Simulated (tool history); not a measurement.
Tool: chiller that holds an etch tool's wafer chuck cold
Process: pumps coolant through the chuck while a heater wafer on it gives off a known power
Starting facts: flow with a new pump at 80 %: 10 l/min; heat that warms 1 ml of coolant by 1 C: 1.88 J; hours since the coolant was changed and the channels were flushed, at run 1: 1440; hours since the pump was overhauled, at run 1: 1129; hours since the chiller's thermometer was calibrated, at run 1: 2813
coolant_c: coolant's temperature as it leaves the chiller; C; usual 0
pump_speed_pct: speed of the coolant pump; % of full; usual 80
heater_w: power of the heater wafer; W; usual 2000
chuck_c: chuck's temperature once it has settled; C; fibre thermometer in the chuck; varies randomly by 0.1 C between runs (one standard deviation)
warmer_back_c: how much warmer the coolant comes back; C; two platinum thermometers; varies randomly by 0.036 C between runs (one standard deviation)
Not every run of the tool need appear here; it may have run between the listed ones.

run	day	coolant_c	pump_speed_pct	heater_w	hours since the coolant was changed and the channels were flushed	hours since the pump was overhauled	hours since the chiller's thermometer was calibrated	chuck_c	warmer_back_c
1	0.000	0	80	2000	1440	1129	2813	14.7	6.50
2	3.946	0	80	2000	1534	1224	2908	14.7	6.47
3	7.388	-1	80	2000	1617	1306	2990	13.8	6.51
# day 11.658: chiller's thermometer calibrated
4	12.192	-1	80	2000	1731	1421	13	13.8	6.56
5	17.379	-1	62	2000	1856	1545	137	17.1	8.64
6	20.808	-1	62	2000	1938	1627	220	16.9	8.63
7	25.579	-1	62	2000	2053	1742	334	17.2	8.72
# day 27.467: chiller's thermometer calibrated, once more
8	30.925	1	62	2000	2180	1869	83	19.4	8.74
9	35.775	5	80	2000	2296	1986	199	20.2	6.60
10	39.983	5	80	1367	2397	2087	300	15.6	4.45
11	42.350	5	80	1367	2454	2143	357	15.5	4.54
12	45.962	0	97	2000	2541	2230	444	13.1	5.37
13	49.546	-1	80	2000	2627	2316	530	14.3	6.64
14	52.600	7	80	2000	2700	2389	603	22.3	6.58
15	56.679	0	92	2218	2798	2487	701	15.5	6.30
16	59.517	-2	69	1223	2866	2555	769	8.6	4.85
17	64.258	-2	79	1733	2980	2669	883	11.6	5.82
18	68.475	2	87	1324	3081	2770	984	11.6	3.97
19	70.858	7	68	1594	3138	2828	1041	21.0	6.33
20	73.129	7	68	1594	3193	2882	1096	20.8	6.35
21	76.650	-8	68	1213	3277	2967	1180	2.9	4.83
22	80.333	0	75	1916	3366	3055	1269	15.6	6.93
23	82.638	2	75	1736	3421	3110	1324	16.3	6.28
24	85.658	-7	60	1228	3493	3183	1397	4.9	5.63
25	89.825	0	62	2000	3593	3283	1497	19.2	8.90
26	94.338	0	62	2000	3702	3391	1605	19.3	8.90
27	97.175	0	62	2000	3770	3459	1673	19.3	8.93
28	101.362	0	85	2142	3870	3560	1774	16.2	6.77

Alternative continuations, all from the tool just after run 28; predict every row:
A	106.183	0	70	1395	3986	3675	1889	?	?
B	106.183	1	80	2000	3986	3675	1889	?	?
C	106.183	-9	67	1003	3986	3675	1889	?	?
D	106.183	-3	80	2000	3986	3675	1889	?	?
E	106.183	-3	71	1969	3986	3675	1889	?	?

run	chuck_c	warmer_back_c
A	12.4	5.46
B	16.9	6.75
C	0.0	4.16
D	12.6	6.80
E	14.2	7.60
What these runs would have given with no unlogged condition in the tool:
run	chuck_c	warmer_back_c
A	11.2	5.13
B	15.4	6.33
C	-0.8	3.90
D	11.1	6.39
E	12.5	7.14
